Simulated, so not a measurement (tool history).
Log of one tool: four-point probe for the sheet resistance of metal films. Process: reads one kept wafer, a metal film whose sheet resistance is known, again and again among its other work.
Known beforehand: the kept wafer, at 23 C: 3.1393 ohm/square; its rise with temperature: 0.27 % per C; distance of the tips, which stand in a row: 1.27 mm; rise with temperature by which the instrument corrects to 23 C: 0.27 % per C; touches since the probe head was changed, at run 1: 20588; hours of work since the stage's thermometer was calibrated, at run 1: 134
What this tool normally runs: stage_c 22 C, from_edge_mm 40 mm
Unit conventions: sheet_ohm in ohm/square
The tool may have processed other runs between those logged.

run,hour,stage_c,from_edge_mm,touches since the probe head was changed,hours of work since the stage's thermometer was calibrated,sheet_ohm
1,0.0,22,40,20588,134,3.149177
2,22.9,22,5,21284,152,3.252273
3,44.3,22,5,21934,169,3.253214
4,59.0,22,40,22378,180,3.148718
5,75.3,22,15,22875,193,3.158663
6,103.5,22,15,23730,215,3.158398
7,130.2,22,15,24542,236,3.159608
8,148.5,22,40,25096,250,3.149020
9,170.4,22,40,25760,267,3.149885
10,202.0,24,30,26719,292,3.151000
11,219.3,18,13,27244,306,3.163365

What will run 12 give?
12,236.5,34,67,27767,319,?

Run 12 measured sheet_ohm 3.147436 ohm/square.
Minus the tool's unlogged condition, the same run would have read sheet_ohm 3.138911 ohm/square.

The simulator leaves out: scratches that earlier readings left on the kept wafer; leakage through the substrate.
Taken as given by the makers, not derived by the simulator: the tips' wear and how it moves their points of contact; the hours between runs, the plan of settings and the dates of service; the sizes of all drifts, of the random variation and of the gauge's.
